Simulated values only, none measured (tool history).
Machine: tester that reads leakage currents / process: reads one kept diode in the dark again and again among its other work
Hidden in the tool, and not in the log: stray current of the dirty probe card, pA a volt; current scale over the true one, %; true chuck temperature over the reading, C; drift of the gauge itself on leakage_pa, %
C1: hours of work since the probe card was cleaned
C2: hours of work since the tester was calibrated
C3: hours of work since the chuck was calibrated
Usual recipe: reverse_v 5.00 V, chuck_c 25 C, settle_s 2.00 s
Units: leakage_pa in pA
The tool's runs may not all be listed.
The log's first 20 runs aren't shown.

{"run": 21, "hour": 655.7, "reverse_v": 5.0, "chuck_c": 25, "settle_s": 2.0, "C1": 1507, "C2": 1091, "C3": 364, "leakage_pa": 61.99}
{"run": 22, "hour": 701.0, "reverse_v": 15.58, "chuck_c": 38, "settle_s": 7.24, "C1": 1528, "C2": 1113, "C3": 386, "leakage_pa": 274.05}
{"run": 23, "hour": 743.9, "reverse_v": 4.74, "chuck_c": 27, "settle_s": 2.0, "C1": 1549, "C2": 1133, "C3": 406, "leakage_pa": 71.29}
{"run": 24, "hour": 789.1, "reverse_v": 4.74, "chuck_c": 27, "settle_s": 2.0, "C1": 1570, "C2": 1155, "C3": 428, "leakage_pa": 72.2}
{"run": 25, "hour": 820.8, "reverse_v": 1.29, "chuck_c": 39, "settle_s": 5.95, "C1": 1585, "C2": 1170, "C3": 443, "leakage_pa": 109.61}
{"run": 26, "hour": 855.1, "reverse_v": 5.0, "chuck_c": 44, "settle_s": 2.0, "C1": 1601, "C2": 1186, "C3": 459, "leakage_pa": 276.64}
{"run": 27, "hour": 887.6, "reverse_v": 5.0, "chuck_c": 44, "settle_s": 2.0, "C1": 1617, "C2": 1201, "C3": 474, "leakage_pa": 275.24}
{"run": 28, "hour": 928.3, "reverse_v": 5.0, "chuck_c": 44, "settle_s": 2.0, "C1": 1636, "C2": 1221, "C3": 494, "leakage_pa": 276.4}
{"run": 29, "hour": 961.8, "reverse_v": 5.0, "chuck_c": 25, "settle_s": 7.63, "C1": 1652, "C2": 1236, "C3": 510, "leakage_pa": 63.27}
{"run": 30, "hour": 996.7, "reverse_v": 1.16, "chuck_c": 38, "settle_s": 2.0, "C1": 1669, "C2": 1253, "C3": 526, "leakage_pa": 98.48}
{"run": 31, "hour": 1016.9, "reverse_v": 5.0, "chuck_c": 45, "settle_s": 3.12, "C1": 1678, "C2": 1263, "C3": 536, "leakage_pa": 299.24}
{"run": 32, "hour": 1050.3, "reverse_v": 10.16, "chuck_c": 23, "settle_s": 8.19, "C1": 1694, "C2": 1279, "C3": 552, "leakage_pa": 76.04}
{"run": 33, "hour": 1081.9, "reverse_v": 5.0, "chuck_c": 31, "settle_s": 2.0, "C1": 1709, "C2": 1293, "C3": 567, "leakage_pa": 102.82}
{"run": 34, "hour": 1111.1, "reverse_v": 5.0, "chuck_c": 49, "settle_s": 1.97, "C1": 1723, "C2": 1307, "C3": 581, "leakage_pa": 406.15}
{"run": 35, "hour": 1155.8, "reverse_v": 5.0, "chuck_c": 49, "settle_s": 1.97, "C1": 1744, "C2": 1329, "C3": 602, "leakage_pa": 406.32}
{"run": 36, "hour": 1184.5, "reverse_v": 5.0, "chuck_c": 49, "settle_s": 1.97, "C1": 1758, "C2": 1342, "C3": 615, "leakage_pa": 404.53}
{"run": 37, "hour": 1224.3, "reverse_v": 2.08, "chuck_c": 47, "settle_s": 0.46, "C1": 1777, "C2": 1361, "C3": 634, "leakage_pa": 250.13}
{"run": 38, "hour": 1268.0, "reverse_v": 2.08, "chuck_c": 47, "settle_s": 0.46, "C1": 1798, "C2": 1382, "C3": 655, "leakage_pa": 250.98}
{"run": 39, "hour": 1313.7, "reverse_v": 2.08, "chuck_c": 47, "settle_s": 0.46, "C1": 1819, "C2": 1404, "C3": 677, "leakage_pa": 252.09}
{"run": 40, "hour": 1339.3, "reverse_v": 8.12, "chuck_c": 53, "settle_s": 0.46, "C1": 1831, "C2": 1416, "C3": 689, "leakage_pa": 663.75}
{"run": 41, "hour": 1368.0, "reverse_v": 7.44, "chuck_c": 25, "settle_s": 2.03, "C1": 1845, "C2": 1429, "C3": 702, "leakage_pa": 78.71}

Branching from run 41: 3 alternative next runs. What would each branch give?
{"run": "A", "hour": 1390.9, "reverse_v": 1.54, "chuck_c": 60, "settle_s": 0.31, "C1": 1856, "C2": 1440, "C3": 713, "leakage_pa": "?"}
{"run": "B", "hour": 1390.9, "reverse_v": 14.35, "chuck_c": 51, "settle_s": 0.58, "C1": 1856, "C2": 1440, "C3": 713, "leakage_pa": "?"}
{"run": "C", "hour": 1390.9, "reverse_v": 16.36, "chuck_c": 34, "settle_s": 0.81, "C1": 1856, "C2": 1440, "C3": 713, "leakage_pa": "?"}

run=A leakage_pa=570.46
run=B leakage_pa=716.98
run=C leakage_pa=219.90
The same runs, with their run-to-run variation unchanged, on a tool lacking any hidden condition would have given:
run=A leakage_pa=529.21
run=B leakage_pa=646.69
run=C leakage_pa=181.69
